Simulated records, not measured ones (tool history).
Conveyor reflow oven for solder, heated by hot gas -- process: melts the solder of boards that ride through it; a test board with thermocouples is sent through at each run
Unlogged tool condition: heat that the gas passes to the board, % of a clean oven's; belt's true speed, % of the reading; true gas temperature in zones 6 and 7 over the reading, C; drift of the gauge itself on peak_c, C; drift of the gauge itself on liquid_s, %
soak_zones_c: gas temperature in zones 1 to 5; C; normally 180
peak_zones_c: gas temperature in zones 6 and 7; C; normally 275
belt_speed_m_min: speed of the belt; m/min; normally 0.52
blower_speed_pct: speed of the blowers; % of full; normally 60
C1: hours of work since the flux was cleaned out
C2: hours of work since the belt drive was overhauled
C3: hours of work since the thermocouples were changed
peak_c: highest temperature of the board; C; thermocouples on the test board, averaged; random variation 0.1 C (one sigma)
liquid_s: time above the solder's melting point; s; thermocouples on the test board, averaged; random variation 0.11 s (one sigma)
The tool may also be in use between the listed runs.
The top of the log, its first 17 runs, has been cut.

Run 18, hour 352.8: usual settings but soak_zones_c 181 C, peak_zones_c 289 C, blower_speed_pct 50 % of full; C1 72; C2 20; C3 285. Result: peak_c 265 C, liquid_s 80.4 s.
Run 19, hour 377.1: usual settings but peak_zones_c 270 C, blower_speed_pct 78 % of full; C1 88; C2 35; C3 300. Result: peak_c 257.6 C, liquid_s 76.7 s.
Run 20, hour 400.4: usual settings but soak_zones_c 175 C, peak_zones_c 287 C, belt_speed_m_min 0.529 m/min, blower_speed_pct 78 % of full; C1 102; C2 49; C3 315. Result: peak_c 271.5 C, liquid_s 81.3 s.
Run 21, hour 423.3: usual settings but soak_zones_c 175 C, peak_zones_c 287 C, belt_speed_m_min 0.529 m/min, blower_speed_pct 54 % of full; C1 116; C2 63; C3 329. Result: peak_c 263 C, liquid_s 75.2 s.
Run 22, hour 447.8: usual settings but soak_zones_c 175 C, peak_zones_c 280 C, belt_speed_m_min 0.45 m/min, blower_speed_pct 54 % of full; C1 131; C2 79; C3 344. Result: peak_c 263.2 C, liquid_s 89.8 s.
Run 23, hour 465.1: usual settings but peak_zones_c 264 C, blower_speed_pct 56 % of full; C1 142; C2 89; C3 355. Result: peak_c 246.1 C, liquid_s 64.6 s.
Run 24, hour 483.1: usual settings but peak_zones_c 264 C, blower_speed_pct 56 % of full; C1 153; C2 101; C3 366. Result: peak_c 246.2 C, liquid_s 64.5 s.
Run 25, hour 508.6: usual settings but blower_speed_pct 61 % of full; C1 169; C2 116; C3 382. Result: peak_c 257 C, liquid_s 75 s.
Run 26, hour 522: usual settings but soak_zones_c 194 C, blower_speed_pct 59 % of full; C1 178; C2 125; C3 390. Result: peak_c 259.2 C, liquid_s 83.8 s.
Run 27, hour 534.7: usual settings but soak_zones_c 177 C, peak_zones_c 285 C, belt_speed_m_min 0.543 m/min; C1 185; C2 133; C3 398. Result: peak_c 262.9 C, liquid_s 74.2 s.
Run 28, hour 551.8: usual settings but peak_zones_c 272 C, belt_speed_m_min 0.5 m/min; C1 196; C2 143; C3 409. Result: peak_c 255.5 C, liquid_s 77 s.
Run 29, hour 568.1: usual settings but soak_zones_c 177 C, peak_zones_c 278 C, belt_speed_m_min 0.545 m/min, blower_speed_pct 81 % of full; C1 206; C2 153; C3 419. Result: peak_c 263.2 C, liquid_s 74.9 s.
Run 30, hour 587.2: usual settings but soak_zones_c 183 C; C1 218; C2 165; C3 431. Result: peak_c 257.2 C, liquid_s 76.4 s.
Run 31, hour 606.3: usual settings but soak_zones_c 183 C, peak_zones_c 280 C; C1 230; C2 177; C3 443. Result: peak_c 261.6 C, liquid_s 79.6 s.
Run 32, hour 624.9: usual settings but soak_zones_c 181 C, peak_zones_c 290 C; C1 241; C2 189; C3 454. Result: peak_c 269.7 C, liquid_s 84.1 s.

3 options for the next run, each taken on its own from the tool as it stands now. Forecast them:
Run A, hour 644.9: usual settings but soak_zones_c 181 C, peak_zones_c 276 C, belt_speed_m_min 0.475 m/min; C1 254; C2 201; C3 467. Result: peak_c ?, liquid_s ?.
Run B, hour 644.9: usual settings but soak_zones_c 194 C, peak_zones_c 264 C, blower_speed_pct 62 % of full; C1 254; C2 201; C3 467. Result: peak_c ?, liquid_s ?.
Run C, hour 644.9: usual settings but soak_zones_c 181 C, peak_zones_c 290 C, belt_speed_m_min 0.543 m/min; C1 254; C2 201; C3 467. Result: peak_c ?, liquid_s ?.

run  peak_c  liquid_s
  A   260.8      86.2
  B   250.5      77.6
  C   267.9      79.1
What these runs would have given with no unlogged condition in the tool:
run  peak_c  liquid_s
  A     261      86.3
  B   250.6      77.9
  C   268.4      79.3
